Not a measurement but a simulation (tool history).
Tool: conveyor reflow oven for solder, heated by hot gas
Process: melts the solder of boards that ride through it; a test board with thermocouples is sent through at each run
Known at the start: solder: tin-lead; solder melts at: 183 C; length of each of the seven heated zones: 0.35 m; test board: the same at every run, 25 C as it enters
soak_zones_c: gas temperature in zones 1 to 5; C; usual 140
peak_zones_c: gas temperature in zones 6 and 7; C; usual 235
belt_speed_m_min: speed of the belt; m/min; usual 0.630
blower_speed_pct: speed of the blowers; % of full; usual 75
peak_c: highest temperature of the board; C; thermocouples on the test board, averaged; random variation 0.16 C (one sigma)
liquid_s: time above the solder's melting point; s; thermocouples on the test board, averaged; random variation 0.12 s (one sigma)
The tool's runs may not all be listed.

{"run": 1, "day": 0.0, "soak_zones_c": 140, "peak_zones_c": 235, "belt_speed_m_min": 0.63, "blower_speed_pct": 75, "peak_c": 218.3, "liquid_s": 51.4}
{"run": 2, "day": 1.312, "soak_zones_c": 136, "peak_zones_c": 235, "belt_speed_m_min": 0.63, "blower_speed_pct": 75, "peak_c": 217.8, "liquid_s": 49.8}
{"run": 3, "day": 2.788, "soak_zones_c": 136, "peak_zones_c": 235, "belt_speed_m_min": 0.63, "blower_speed_pct": 75, "peak_c": 217.7, "liquid_s": 49.7}
{"run": 4, "day": 3.633, "soak_zones_c": 140, "peak_zones_c": 235, "belt_speed_m_min": 0.63, "blower_speed_pct": 75, "peak_c": 218.7, "liquid_s": 51.7}
{"run": 5, "day": 5.225, "soak_zones_c": 140, "peak_zones_c": 235, "belt_speed_m_min": 0.63, "blower_speed_pct": 75, "peak_c": 218.3, "liquid_s": 51.6}
{"run": 6, "day": 6.988, "soak_zones_c": 140, "peak_zones_c": 229, "belt_speed_m_min": 0.63, "blower_speed_pct": 75, "peak_c": 213.4, "liquid_s": 47.9}
{"run": 7, "day": 7.929, "soak_zones_c": 140, "peak_zones_c": 225, "belt_speed_m_min": 0.63, "blower_speed_pct": 75, "peak_c": 209.7, "liquid_s": 45.2}
{"run": 8, "day": 9.346, "soak_zones_c": 140, "peak_zones_c": 225, "belt_speed_m_min": 0.63, "blower_speed_pct": 75, "peak_c": 209.5, "liquid_s": 45.2}
{"run": 9, "day": 10.871, "soak_zones_c": 130, "peak_zones_c": 235, "belt_speed_m_min": 0.63, "blower_speed_pct": 75, "peak_c": 216.4, "liquid_s": 47.5}
{"run": 10, "day": 12.492, "soak_zones_c": 130, "peak_zones_c": 235, "belt_speed_m_min": 0.63, "blower_speed_pct": 75, "peak_c": 216.5, "liquid_s": 47.1}
{"run": 11, "day": 14.112, "soak_zones_c": 130, "peak_zones_c": 235, "belt_speed_m_min": 0.63, "blower_speed_pct": 75, "peak_c": 216.6, "liquid_s": 47.1}
{"run": 12, "day": 14.938, "soak_zones_c": 152, "peak_zones_c": 235, "belt_speed_m_min": 0.63, "blower_speed_pct": 75, "peak_c": 220.7, "liquid_s": 57.0}
{"day": 15.233, "done": "belt drive overhauled, speed set with a stopwatch"}
{"run": 13, "day": 16.604, "soak_zones_c": 140, "peak_zones_c": 246, "belt_speed_m_min": 0.63, "blower_speed_pct": 75, "peak_c": 228.0, "liquid_s": 57.3}
{"run": 14, "day": 17.738, "soak_zones_c": 140, "peak_zones_c": 235, "belt_speed_m_min": 0.63, "blower_speed_pct": 75, "peak_c": 218.3, "liquid_s": 51.5}
{"day": 18.646, "done": "flux residue cleaned out of gas plates and filters"}
{"day": 19.012, "done": "belt drive overhauled, speed set with a stopwatch, once more"}
{"run": 15, "day": 19.842, "soak_zones_c": 140, "peak_zones_c": 235, "belt_speed_m_min": 0.63, "blower_speed_pct": 75, "peak_c": 219.4, "liquid_s": 52.1}
{"run": 16, "day": 20.838, "soak_zones_c": 151, "peak_zones_c": 235, "belt_speed_m_min": 0.594, "blower_speed_pct": 78, "peak_c": 223.7, "liquid_s": 62.0}

Run 17 comes next. What will it give?
{"run": 17, "day": 21.825, "soak_zones_c": 151, "peak_zones_c": 225, "belt_speed_m_min": 0.594, "blower_speed_pct": 78, "peak_c": "?", "liquid_s": "?"}

{"run 17": {"peak_c": 214.8, "liquid_s": 56.5}}
Without the tool's hidden state the same run would have given peak_c 213.9 C, liquid_s 55.9 s.
